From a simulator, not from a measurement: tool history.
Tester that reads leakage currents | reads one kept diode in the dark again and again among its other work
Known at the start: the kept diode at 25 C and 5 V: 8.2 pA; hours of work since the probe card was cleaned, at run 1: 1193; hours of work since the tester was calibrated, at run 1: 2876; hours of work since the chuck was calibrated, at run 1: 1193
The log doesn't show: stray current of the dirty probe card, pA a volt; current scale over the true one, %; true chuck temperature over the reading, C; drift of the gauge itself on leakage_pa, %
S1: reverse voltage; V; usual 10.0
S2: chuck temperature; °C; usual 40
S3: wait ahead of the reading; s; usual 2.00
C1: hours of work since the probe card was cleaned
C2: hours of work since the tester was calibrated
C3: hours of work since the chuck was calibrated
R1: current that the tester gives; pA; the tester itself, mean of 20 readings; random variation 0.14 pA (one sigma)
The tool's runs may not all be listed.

run,hour,S1,S2,S3,C1,C2,C3,R1
1,0.0,10.0,40,2.00,1193,2876,1193,51.17
# hour 32.4: probe card cleaned and baked
# hour 47.8: chuck's temperature calibrated
2,195.7,10.0,40,2.00,99,2993,91,54.32
3,309.7,10.0,40,2.00,169,3062,160,54.71
4,502.8,10.0,40,2.00,287,3181,279,55.54
5,692.1,10.0,40,2.00,403,3297,395,56.63
6,891.4,10.0,40,2.00,525,3419,517,57.19
7,1058.0,10.0,46,2.00,627,3521,619,85.29
# hour 1110.4: probe card cleaned and baked, once more
8,1280.2,10.0,52,2.00,104,3655,754,113.41
9,1492.6,10.0,52,2.00,234,3786,884,114.11
10,1700.3,1.6,40,2.00,362,3913,1011,23.17
11,1831.6,13.6,40,2.00,442,3993,1092,51.52
12,1972.8,13.6,40,2.00,529,4080,1178,52.27
# hour 2035.3: chuck's temperature calibrated
13,2187.7,10.0,40,2.00,659,4211,93,45.20
14,2395.0,10.0,39,2.00,786,4338,221,42.80
15,2623.6,10.0,39,2.00,926,4478,361,43.79
16,2743.2,10.0,39,2.00,1000,4551,434,44.41
17,2908.3,10.0,39,2.00,1101,4652,535,45.10
# hour 3092.0: probe card cleaned and baked
18,3092.0,10.0,39,2.00,0,4763,646,39.07
# hour 3134.3: tester calibrated
19,3214.0,10.0,39,2.00,74,49,719,40.53
20,3324.3,3.8,30,3.15,141,116,787,13.16
21,3535.4,3.8,55,5.99,271,246,916,106.36
22,3723.5,6.7,40,6.45,386,361,1032,38.92
23,3864.4,11.1,27,1.74,472,448,1118,18.79
24,4017.3,11.1,27,1.74,566,541,1212,19.56
# hour 4029.1: chuck's temperature calibrated
25,4124.6,19.0,23,0.58,630,606,59,28.21
26,4308.2,1.0,55,0.58,743,718,171,67.40
27,4477.5,1.2,54,2.39,847,822,275,66.18
28,4628.1,13.3,57,2.56,939,914,367,190.78
29,4781.4,13.3,57,2.56,1033,1008,461,191.04
30,4921.9,6.1,21,2.14,1119,1095,547,11.15
31,5023.0,14.8,53,4.55,1181,1157,609,149.41
# hour 5073.5: probe card cleaned and baked
32,5250.6,3.0,43,2.39,109,1294,747,37.23
33,5391.1,10.0,40,9.48,195,1380,833,43.64
34,5619.2,3.2,40,2.00,335,1520,973,30.31
35,5825.8,5.8,40,2.00,461,1647,1099,38.36
36,5928.4,2.5,47,4.69,524,1710,1162,49.77
# hour 6022.3: chuck's temperature calibrated
37,6159.9,2.5,56,4.69,665,1850,84,94.03
38,6340.8,2.5,34,4.69,776,1961,195,16.09

How the hidden state differs across the entries between the runs, from the last listed run before each to the first after it:
Between runs 1 and 2: probe card cleaned and baked (hour 32.4); chuck's temperature calibrated (hour 47.8)
  stray current of the dirty probe card, pA a volt: 0.756 -> 1.313; current scale over the true one, %: -1.55 -> -1.62; true chuck temperature over the reading, C: 0.59 -> 0.03
  measured less the result without the state, R1: +8.71 -> +12.18 pA
Between runs 7 and 8: probe card cleaned and baked, once more (hour 1110.4)
  stray current of the dirty probe card, pA a volt: 1.622 -> 0.084; current scale over the true one, %: -1.92 -> -1.99; true chuck temperature over the reading, C: 0.31 -> 0.38
  measured less the result without the state, R1: +16.17 -> +1.75 pA
Between runs 12 and 13: chuck's temperature calibrated (hour 2035.3)
  stray current of the dirty probe card, pA a volt: 0.33 -> 0.406; current scale over the true one, %: -2.23 -> -2.3; true chuck temperature over the reading, C: 0.6 -> 0.08
  measured less the result without the state, R1: +5.39 -> +3.10 pA
Between runs 17 and 18: probe card cleaned and baked (hour 3092.0)
  stray current of the dirty probe card, pA a volt: 0.666 -> 0.023; current scale over the true one, %: -2.55 -> -2.62; true chuck temperature over the reading, C: 0.32 -> 0.38
  measured less the result without the state, R1: +6.32 -> +0.22 pA
Between runs 18 and 19: tester calibrated (hour 3134.3)
  stray current of the dirty probe card, pA a volt: 0.023 -> 0.062; current scale over the true one, %: -2.62 -> -0.08; true chuck temperature over the reading, C: 0.38 -> 0.42
  measured less the result without the state, R1: +0.22 -> +1.77 pA
Between runs 24 and 25: chuck's temperature calibrated (hour 4029.1)
  stray current of the dirty probe card, pA a volt: 0.335 -> 0.375; current scale over the true one, %: -0.36 -> -0.39; true chuck temperature over the reading, C: 0.69 -> 0.16
  measured less the result without the state, R1: +4.30 -> +6.80 pA
Between runs 31 and 32: probe card cleaned and baked (hour 5073.5)
  stray current of the dirty probe card, pA a volt: 0.695 -> 0.083; current scale over the true one, %: -0.69 -> -0.77; true chuck temperature over the reading, C: 0.45 -> 0.53
  measured less the result without the state, R1: +13.85 -> +1.50 pA
Between runs 36 and 37: chuck's temperature calibrated (hour 6022.3)
  stray current of the dirty probe card, pA a volt: 0.325 -> 0.404; current scale over the true one, %: -1.01 -> -1.09; true chuck temperature over the reading, C: 0.75 -> -0.22
  measured less the result without the state, R1: +3.20 -> -1.73 pA
